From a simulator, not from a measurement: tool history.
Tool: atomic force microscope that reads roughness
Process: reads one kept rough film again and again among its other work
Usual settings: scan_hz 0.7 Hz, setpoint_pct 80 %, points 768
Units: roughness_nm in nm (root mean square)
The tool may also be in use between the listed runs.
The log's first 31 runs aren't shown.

run 32 day=12.067 | scan_hz=0.543 setpoint_pct=66 points=654 | roughness_nm=1.762
run 33 day=12.333 | scan_hz=0.74 setpoint_pct=82 points=768 | roughness_nm=1.689
run 34 day=12.688 | scan_hz=0.74 setpoint_pct=82 points=768 | roughness_nm=1.688
run 35 day=13.146 | scan_hz=0.74 setpoint_pct=82 points=768 | roughness_nm=1.679
run 36 day=13.388 | scan_hz=1.965 setpoint_pct=68 points=980 | roughness_nm=1.656
run 37 day=13.758 | scan_hz=0.698 setpoint_pct=68 points=980 | roughness_nm=1.722
run 38 day=14.304 | scan_hz=0.698 setpoint_pct=68 points=980 | roughness_nm=1.727
run 39 day=14.821 | scan_hz=1.364 setpoint_pct=62 points=768 | roughness_nm=1.709
run 40 day=15.25 | scan_hz=0.7 setpoint_pct=88 points=422 | roughness_nm=1.642
run 41 day=15.65 | scan_hz=0.7 setpoint_pct=88 points=422 | roughness_nm=1.639
run 42 day=16.183 | scan_hz=0.7 setpoint_pct=88 points=422 | roughness_nm=1.631
run 43 day=16.617 | scan_hz=3.429 setpoint_pct=73 points=406 | roughness_nm=1.504
run 44 day=17.058 | scan_hz=3.429 setpoint_pct=73 points=406 | roughness_nm=1.492
run 45 day=17.4 | scan_hz=0.781 setpoint_pct=80 points=961 | roughness_nm=1.662
run 46 day=17.825 | scan_hz=0.781 setpoint_pct=80 points=961 | roughness_nm=1.654
run 47 day=18.171 | scan_hz=1.311 setpoint_pct=63 points=703 | roughness_nm=1.681
run 48 day=18.638 | scan_hz=1.311 setpoint_pct=59 points=357 | roughness_nm=1.693
run 49 day=19.096 | scan_hz=2.262 setpoint_pct=75 points=357 | roughness_nm=1.535
run 50 day=19.496 | scan_hz=1.683 setpoint_pct=75 points=299 | roughness_nm=1.584
run 51 day=20 | scan_hz=0.737 setpoint_pct=80 points=267 | roughness_nm=1.639
run 52 day=20.267 | scan_hz=0.804 setpoint_pct=79 points=591 | roughness_nm=1.638
run 53 day=20.617 | scan_hz=0.704 setpoint_pct=79 points=295 | roughness_nm=1.651
run 54 day=20.988 | scan_hz=0.704 setpoint_pct=79 points=295 | roughness_nm=1.633

Forecast each of these 3 alternatives for the next run:
run A day=21.221 | scan_hz=3.809 setpoint_pct=73 points=698 | roughness_nm=?
run B day=21.221 | scan_hz=0.7 setpoint_pct=69 points=768 | roughness_nm=?
run C day=21.221 | scan_hz=2.604 setpoint_pct=72 points=301 | roughness_nm=?

run=A roughness_nm=1.474
run=B roughness_nm=1.668
run=C roughness_nm=1.531
Without the tool's hidden state the same runs would have given:
run=A roughness_nm=1.545
run=B roughness_nm=1.749
run=C roughness_nm=1.605

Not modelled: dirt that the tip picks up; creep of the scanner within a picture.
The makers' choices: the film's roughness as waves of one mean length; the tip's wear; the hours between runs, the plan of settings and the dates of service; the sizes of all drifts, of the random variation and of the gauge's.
